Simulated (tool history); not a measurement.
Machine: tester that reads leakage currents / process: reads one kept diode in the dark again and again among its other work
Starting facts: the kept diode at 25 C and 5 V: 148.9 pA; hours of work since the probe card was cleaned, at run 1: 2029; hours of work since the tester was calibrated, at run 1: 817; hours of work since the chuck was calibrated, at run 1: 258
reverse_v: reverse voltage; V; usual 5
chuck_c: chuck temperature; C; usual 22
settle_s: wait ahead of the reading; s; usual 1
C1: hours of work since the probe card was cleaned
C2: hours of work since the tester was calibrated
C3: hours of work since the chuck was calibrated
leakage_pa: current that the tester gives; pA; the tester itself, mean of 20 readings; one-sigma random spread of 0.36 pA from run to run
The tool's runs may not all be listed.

run 1 hour=0 | reverse_v=5 chuck_c=22 settle_s=1 | C1=2029 C2=817 C3=258 | leakage_pa=117.61
run 2 hour=30.6 | reverse_v=5 chuck_c=22 settle_s=2.91 | C1=2041 C2=830 C3=271 | leakage_pa=117.83
run 3 hour=60.6 | reverse_v=5 chuck_c=22 settle_s=2.91 | C1=2054 C2=842 C3=283 | leakage_pa=117.36
run 4 hour=107.6 | reverse_v=5 chuck_c=22 settle_s=2.91 | C1=2073 C2=861 C3=303 | leakage_pa=117.48
run 5 hour=137.8 | reverse_v=5 chuck_c=22 settle_s=1 | C1=2085 C2=874 C3=315 | leakage_pa=117.42
run 6 hour=199.1 | reverse_v=17.71 chuck_c=22 settle_s=1 | C1=2110 C2=899 C3=340 | leakage_pa=253.3
run 7 hour=226.5 | reverse_v=9.02 chuck_c=22 settle_s=1 | C1=2122 C2=910 C3=351 | leakage_pa=169
run 8 hour=270.3 | reverse_v=9.02 chuck_c=22 settle_s=1 | C1=2140 C2=928 C3=369 | leakage_pa=168.75
run 9 hour=308.6 | reverse_v=9.02 chuck_c=22 settle_s=1 | C1=2155 C2=944 C3=385 | leakage_pa=169.19
run 10 hour=347.1 | reverse_v=9.02 chuck_c=22 settle_s=1 | C1=2171 C2=960 C3=401 | leakage_pa=168.44
run 11 hour=392.1 | reverse_v=2.13 chuck_c=22 settle_s=1 | C1=2190 C2=978 C3=419 | leakage_pa=70.96
run 12 hour=447.1 | reverse_v=5 chuck_c=22 settle_s=1 | C1=2212 C2=1001 C3=442 | leakage_pa=118.32
run 13 hour=473.4 | reverse_v=5 chuck_c=22 settle_s=8.28 | C1=2223 C2=1011 C3=453 | leakage_pa=117.38
run 14 hour=533.4 | reverse_v=5 chuck_c=22 settle_s=8.28 | C1=2248 C2=1036 C3=477 | leakage_pa=117.53
run 15 hour=559.4 | reverse_v=2.53 chuck_c=22 settle_s=1.04 | C1=2258 C2=1047 C3=488 | leakage_pa=78.71
run 16 hour=610.6 | reverse_v=2.53 chuck_c=22 settle_s=1.04 | C1=2279 C2=1068 C3=509 | leakage_pa=78.95
run 17 hour=656 | reverse_v=2.53 chuck_c=22 settle_s=1.04 | C1=2298 C2=1086 C3=528 | leakage_pa=78.89
run 18 hour=697.2 | reverse_v=6.76 chuck_c=43 settle_s=0.53 | C1=2315 C2=1103 C3=544 | leakage_pa=689.97
run 19 hour=723.6 | reverse_v=15.23 chuck_c=22 settle_s=1 | C1=2326 C2=1114 C3=555 | leakage_pa=231.11
run 20 hour=756.3 | reverse_v=15.23 chuck_c=22 settle_s=1 | C1=2339 C2=1127 C3=569 | leakage_pa=232.66
run 21 hour=816.7 | reverse_v=13.76 chuck_c=22 settle_s=8.44 | C1=2364 C2=1152 C3=594 | leakage_pa=214.74
run 22 hour=874.4 | reverse_v=13.76 chuck_c=22 settle_s=8.44 | C1=2388 C2=1176 C3=617 | leakage_pa=215.12
-- hour=903.3 chuck's temperature calibrated
run 23 hour=934.2 | reverse_v=4.71 chuck_c=53 settle_s=2.94 | C1=2411 C2=1200 C3=13 | leakage_pa=1102
run 24 hour=990 | reverse_v=3.56 chuck_c=21 settle_s=0.38 | C1=2434 C2=1223 C3=36 | leakage_pa=89.89
run 25 hour=1034.4 | reverse_v=6.57 chuck_c=22 settle_s=2.38 | C1=2452 C2=1241 C3=54 | leakage_pa=138.91
run 26 hour=1063.6 | reverse_v=6.57 chuck_c=38 settle_s=2.08 | C1=2464 C2=1253 C3=66 | leakage_pa=474.58
run 27 hour=1113.7 | reverse_v=5.43 chuck_c=23 settle_s=9.93 | C1=2485 C2=1273 C3=86 | leakage_pa=133.8
run 28 hour=1173.6 | reverse_v=8.32 chuck_c=55 settle_s=6.87 | C1=2509 C2=1298 C3=111 | leakage_pa=1760.53

Measured minus without-hidden-state, run by run (identical run-to-run variation in each term; gauge scatter may differ):
Hidden state present: stray current of the dirty probe card, pA a volt; current scale over the true one, %; true chuck temperature over the reading, C; drift of the gauge itself on leakage_pa, %.
run=1 leakage_pa=+0.15
run=2 leakage_pa=+0.15
run=3 leakage_pa=+0.16
run=4 leakage_pa=+0.16
run=5 leakage_pa=+0.16
run=6 leakage_pa=+0.51
run=7 leakage_pa=+0.29
run=8 leakage_pa=+0.29
run=9 leakage_pa=+0.31
run=10 leakage_pa=+0.31
run=11 leakage_pa=+0.1
run=12 leakage_pa=+0.2
run=13 leakage_pa=+0.21
run=14 leakage_pa=+0.22
run=15 leakage_pa=+0.13
run=16 leakage_pa=+0.14
run=17 leakage_pa=+0.13
run=18 leakage_pa=+0.79
run=19 leakage_pa=+0.58
run=20 leakage_pa=+0.59
run=21 leakage_pa=+0.55
run=22 leakage_pa=+0.56
run=23 leakage_pa=-0.07
run=24 leakage_pa=+0.06
run=25 leakage_pa=+0.13
run=26 leakage_pa=+0.1
run=27 leakage_pa=+0.12
run=28 leakage_pa=+0.2
